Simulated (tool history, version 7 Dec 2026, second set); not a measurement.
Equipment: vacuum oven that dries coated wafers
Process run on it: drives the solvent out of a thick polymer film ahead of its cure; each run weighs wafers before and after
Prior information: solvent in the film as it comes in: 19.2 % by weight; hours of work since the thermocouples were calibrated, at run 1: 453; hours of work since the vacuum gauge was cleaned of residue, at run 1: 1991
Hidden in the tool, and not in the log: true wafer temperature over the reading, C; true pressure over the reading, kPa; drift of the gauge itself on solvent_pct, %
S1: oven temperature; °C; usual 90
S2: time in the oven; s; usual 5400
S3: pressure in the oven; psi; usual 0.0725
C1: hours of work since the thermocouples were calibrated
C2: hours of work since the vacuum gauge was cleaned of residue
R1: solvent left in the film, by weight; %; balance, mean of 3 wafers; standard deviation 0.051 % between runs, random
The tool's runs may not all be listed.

run     day  S1    S2      S3   C1    C2    R1
  1       0  90  5400  0.0725  453  1991  1.68
  2   2.504  90  5400  0.0725  490  2028  1.73
  3       6  90  3780  0.0725  543  2081  2.99
  4     8.6  90  3780  0.1081  582  2120  3.24
  5  11.854  90  3780  0.1081  631  2169  3.13
  6  14.442  90  3780  0.1081  670  2208  3.18
  7  16.946  90  3780  0.1081  707  2246  3.18
     19.946  -- vacuum gauge cleaned of residue and calibrated
  8  20.254  90  3780  0.1081  756     5  2.82
  9  23.467  90  4200  0.1081  804    53  2.35
 10  25.058  90  7560  0.0725  828    77  0.63
 11  27.925  90  7560  0.0914  871   120  0.74
 12  31.146  90  7560  0.0914  920   168  0.79
     32.329  -- oven's thermocouples calibrated
 13  34.158  90  7560  0.0914   28   212  0.79
 14  37.062  90  7560  0.0914   71   256  0.85
 15  38.708  91  5400  0.0725   96   281  1.49
     40.083  -- oven's thermocouples calibrated, once more
 16  40.958  90  5400  0.0725   13   313  1.15
 17  42.654  90  5400  0.0725   39   339  1.15
 18  46.096  90  5400  0.0725   90   390  1.22
 19  49.142  90  5400  0.0725  136   436  1.16
 20  50.875  90  5400  0.0725  162   462   1.2
 21  52.592  90  5400  0.0725  188   488   1.3
 22  56.133  90  5400  0.0725  241   541  1.32
 23  58.375  90  5400  0.0725  275   575  1.18
 24  60.862  90  5400  0.0725  312   612  1.34
 25  62.896  82  5760  0.0725  343   643   3.2
 26  64.779  82  5760  0.0725  371   671  3.19
 27  66.904  98  2880  0.2492  403   703  2.07
 28  69.221  98  2880  0.2492  438   738  2.02
 29  72.625  98  2880  0.2492  489   789   2.2
 30  76.146  87  5400  0.1005  542   842   2.2
 31  79.742  83  4980  0.0377  596   896  3.55
 32  83.171  76  4020  0.0377  647   947  7.48
 33  86.258  76  4020  0.0377  694   994  7.44
 34  87.862  99  5400  0.0725  718  1018  0.44
 35  89.412  80  5400  0.2664  741  1041  5.45

Forecast run 36:
 36  92.8  80  5400  0.2664  792  1092   ?

R1: 5.47 %
Minus the tool's unlogged condition, the same run would have read R1 4.58 %.

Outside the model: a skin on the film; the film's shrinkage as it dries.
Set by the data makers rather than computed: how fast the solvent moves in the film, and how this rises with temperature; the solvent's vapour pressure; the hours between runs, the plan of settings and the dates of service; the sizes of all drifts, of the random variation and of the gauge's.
